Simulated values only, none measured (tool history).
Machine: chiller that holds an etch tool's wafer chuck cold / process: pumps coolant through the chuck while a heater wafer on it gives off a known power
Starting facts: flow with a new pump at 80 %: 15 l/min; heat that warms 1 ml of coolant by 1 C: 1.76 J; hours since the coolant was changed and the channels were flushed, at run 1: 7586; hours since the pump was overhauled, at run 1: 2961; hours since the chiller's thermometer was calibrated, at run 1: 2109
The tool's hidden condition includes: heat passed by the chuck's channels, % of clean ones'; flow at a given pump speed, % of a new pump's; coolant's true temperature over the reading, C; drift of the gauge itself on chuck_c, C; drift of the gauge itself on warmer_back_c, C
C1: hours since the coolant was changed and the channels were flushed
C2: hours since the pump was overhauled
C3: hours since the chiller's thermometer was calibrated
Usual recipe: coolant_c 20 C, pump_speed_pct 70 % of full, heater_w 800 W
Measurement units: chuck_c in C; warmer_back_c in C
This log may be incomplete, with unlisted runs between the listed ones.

Run 1, hour 0.0: usual settings; C1 7586; C2 2961; C3 2109. Result: chuck_c 27.10 C, warmer_back_c 2.21 C.
Run 2, hour 55.1: usual settings; C1 7641; C2 3016; C3 2164. Result: chuck_c 27.08 C, warmer_back_c 2.14 C.
Run 3, hour 129.0: usual settings; C1 7715; C2 3090; C3 2238. Result: chuck_c 27.21 C, warmer_back_c 2.24 C.
Run 4, hour 173.3: usual settings; C1 7759; C2 3134; C3 2282. Result: chuck_c 27.05 C, warmer_back_c 2.21 C.
Run 5, hour 246.8: usual settings; C1 7833; C2 3207; C3 2356. Result: chuck_c 27.09 C, warmer_back_c 2.17 C.
Run 6, hour 308.1: usual settings; C1 7894; C2 3269; C3 2417. Result: chuck_c 27.05 C, warmer_back_c 2.22 C.
Run 7, hour 382.6: usual settings but heater_w 772 W; C1 7968; C2 3343; C3 2492. Result: chuck_c 26.85 C, warmer_back_c 2.14 C.
Run 8, hour 429.3: usual settings; C1 8015; C2 3390; C3 2538. Result: chuck_c 27.09 C, warmer_back_c 2.25 C.
Run 9, hour 500.4: usual settings; C1 8086; C2 3461; C3 2609. Result: chuck_c 27.10 C, warmer_back_c 2.22 C.
Run 10, hour 545.6: usual settings but pump_speed_pct 99 % of full; C1 8131; C2 3506; C3 2655. Result: chuck_c 25.80 C, warmer_back_c 1.55 C.
Run 11, hour 594.6: usual settings but pump_speed_pct 99 % of full; C1 8180; C2 3555; C3 2704. Result: chuck_c 25.78 C, warmer_back_c 1.59 C.
Run 12, hour 647.9: usual settings but pump_speed_pct 99 % of full; C1 8234; C2 3608; C3 2757. Result: chuck_c 25.66 C, warmer_back_c 1.60 C.
Run 13, hour 721.0: usual settings; C1 8307; C2 3682; C3 2830. Result: chuck_c 27.14 C, warmer_back_c 2.27 C.
Run 14, hour 790.4: usual settings; C1 8376; C2 3751; C3 2899. Result: chuck_c 26.98 C, warmer_back_c 2.27 C.
Run 15, hour 870.3: usual settings; C1 8456; C2 3831; C3 2979. Result: chuck_c 27.22 C, warmer_back_c 2.28 C.
Run 16, hour 924.9: usual settings; C1 8511; C2 3886; C3 3034. Result: chuck_c 27.22 C, warmer_back_c 2.22 C.
Run 17, hour 979.5: usual settings but heater_w 476 W; C1 8565; C2 3940; C3 3089. Result: chuck_c 24.05 C, warmer_back_c 1.32 C.
Run 18, hour 1042.9: usual settings but pump_speed_pct 88 % of full, heater_w 770 W; C1 8629; C2 4004; C3 3152. Result: chuck_c 26.02 C, warmer_back_c 1.69 C.
Run 19, hour 1092.6: usual settings but coolant_c 18 C, pump_speed_pct 75 % of full, heater_w 607 W; C1 8678; C2 4053; C3 3202. Result: chuck_c 23.18 C, warmer_back_c 1.63 C.
At hour 1124.5: coolant changed, channels flushed.
Run 20, hour 1133.3: usual settings but pump_speed_pct 99 % of full; C1 9; C2 4088; C3 3236. Result: chuck_c 24.74 C, warmer_back_c 1.54 C.
Run 21, hour 1176.4: usual settings but coolant_c 24 C, pump_speed_pct 95 % of full, heater_w 709 W; C1 52; C2 4131; C3 3279. Result: chuck_c 28.08 C, warmer_back_c 1.47 C.
At hour 1188.8: coolant pump overhauled.
Run 22, hour 1245.5: usual settings but coolant_c 12 C, pump_speed_pct 95 % of full, heater_w 981 W; C1 116; C2 57; C3 3344. Result: chuck_c 18.13 C, warmer_back_c 2.08 C.
Run 23, hour 1314.8: usual settings but coolant_c 12 C, pump_speed_pct 95 % of full, heater_w 981 W; C1 185; C2 126; C3 3413. Result: chuck_c 18.02 C, warmer_back_c 2.06 C.
Run 24, hour 1380.6: usual settings but coolant_c 16 C, pump_speed_pct 65 % of full, heater_w 1154 W; C1 251; C2 192; C3 3479. Result: chuck_c 25.24 C, warmer_back_c 3.63 C.
At hour 1392.9: coolant pump overhauled, once more.
Run 25, hour 1432.3: usual settings but coolant_c 11 C; C1 298; C2 39; C3 3525. Result: chuck_c 16.53 C, warmer_back_c 2.09 C.
Run 26, hour 1478.7: usual settings but coolant_c 11 C, pump_speed_pct 76 % of full, heater_w 646 W; C1 344; C2 86; C3 3572. Result: chuck_c 15.15 C, warmer_back_c 1.56 C.
Run 27, hour 1538.9: usual settings but coolant_c 30 C, pump_speed_pct 77 % of full, heater_w 1153 W; C1 404; C2 146; C3 3632. Result: chuck_c 37.70 C, warmer_back_c 2.73 C.
Run 28, hour 1608.2: usual settings but coolant_c 30 C, pump_speed_pct 77 % of full, heater_w 1153 W; C1 474; C2 215; C3 3701. Result: chuck_c 37.77 C, warmer_back_c 2.75 C.
Run 29, hour 1644.5: usual settings but coolant_c 19 C, pump_speed_pct 63 % of full, heater_w 445 W; C1 510; C2 252; C3 3738. Result: chuck_c 22.02 C, warmer_back_c 1.24 C.
Run 30, hour 1711.1: usual settings but coolant_c 25 C, pump_speed_pct 71 % of full; C1 577; C2 318; C3 3804. Result: chuck_c 30.59 C, warmer_back_c 2.06 C.
Run 31, hour 1749.4: usual settings but coolant_c 25 C, pump_speed_pct 90 % of full; C1 615; C2 357; C3 3842. Result: chuck_c 29.72 C, warmer_back_c 1.61 C.
Run 32, hour 1794.3: usual settings but coolant_c 25 C, pump_speed_pct 90 % of full; C1 660; C2 401; C3 3887. Result: chuck_c 29.72 C, warmer_back_c 1.64 C.
Run 33, hour 1859.6: usual settings but coolant_c 18 C, pump_speed_pct 80 % of full, heater_w 624 W; C1 725; C2 467; C3 3953. Result: chuck_c 22.01 C, warmer_back_c 1.42 C.

Some steps in chuck_c between neighbouring runs. How much of each would the tool show without its hidden state too (settings, what came in, random variation), and how much is left for the hidden state, with any gauge scatter that isn't in both results?
Run 16 -> 17: heater_w 800 -> 476. chuck_c -3.17 C: hidden state -0.66, all else -2.51.
Run 19 -> 20: coolant_c 18 -> 20, pump_speed_pct 75 -> 99, heater_w 607 -> 800, coolant changed, channels flushed. chuck_c +1.56 C: hidden state -0.98, all else +2.54.
Run 21 -> 22: coolant_c 24 -> 12, heater_w 709 -> 981, coolant pump overhauled. chuck_c -9.95 C: hidden state +0.15, all else -10.10.
Run 24 -> 25: coolant_c 16 -> 11, pump_speed_pct 65 -> 70, heater_w 1154 -> 800, coolant pump overhauled, once more. chuck_c -8.71 C: hidden state -0.58, all else -8.13.
Run 26 -> 27: coolant_c 11 -> 30, pump_speed_pct 76 -> 77, heater_w 646 -> 1153. chuck_c +22.55 C: hidden state +0.05, all else +22.50.
Run 28 -> 29: coolant_c 30 -> 19, pump_speed_pct 77 -> 63, heater_w 1153 -> 445. chuck_c -15.75 C: hidden state -0.07, all else -15.68.
